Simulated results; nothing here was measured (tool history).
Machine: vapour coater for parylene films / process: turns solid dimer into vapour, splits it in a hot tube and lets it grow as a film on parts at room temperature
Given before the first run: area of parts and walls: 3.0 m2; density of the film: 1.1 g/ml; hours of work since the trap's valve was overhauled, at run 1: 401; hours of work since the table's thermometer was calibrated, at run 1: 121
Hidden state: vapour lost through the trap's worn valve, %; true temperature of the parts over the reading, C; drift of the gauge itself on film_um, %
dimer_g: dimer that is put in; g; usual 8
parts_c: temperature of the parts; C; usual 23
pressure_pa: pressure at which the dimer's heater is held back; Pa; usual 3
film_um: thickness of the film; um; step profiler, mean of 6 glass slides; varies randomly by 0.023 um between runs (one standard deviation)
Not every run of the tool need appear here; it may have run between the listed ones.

run	hour	dimer_g	parts_c	pressure_pa	hours of work since the trap's valve was overhauled	hours of work since the table's thermometer was calibrated	film_um
1	0	8	23	3	401	121	1.19
2	49	8	23	3	423	143	1.19
3	88.1	8	23	3	440	160	1.12
4	139.1	8	23	3	463	182	1.17
5	169.5	8	23	3	476	196	1.15
6	216.4	6	23	3	497	217	0.86
7	249	8	23	3	512	231	1.21

What does the tool deliver on the next run?
8	284	12	21	6.49	527	247	?

{"run 8": {"film_um": 1.62}}
Were there no unlogged condition in the tool, this run, its random variation unchanged, would have produced film_um 1.81 um.

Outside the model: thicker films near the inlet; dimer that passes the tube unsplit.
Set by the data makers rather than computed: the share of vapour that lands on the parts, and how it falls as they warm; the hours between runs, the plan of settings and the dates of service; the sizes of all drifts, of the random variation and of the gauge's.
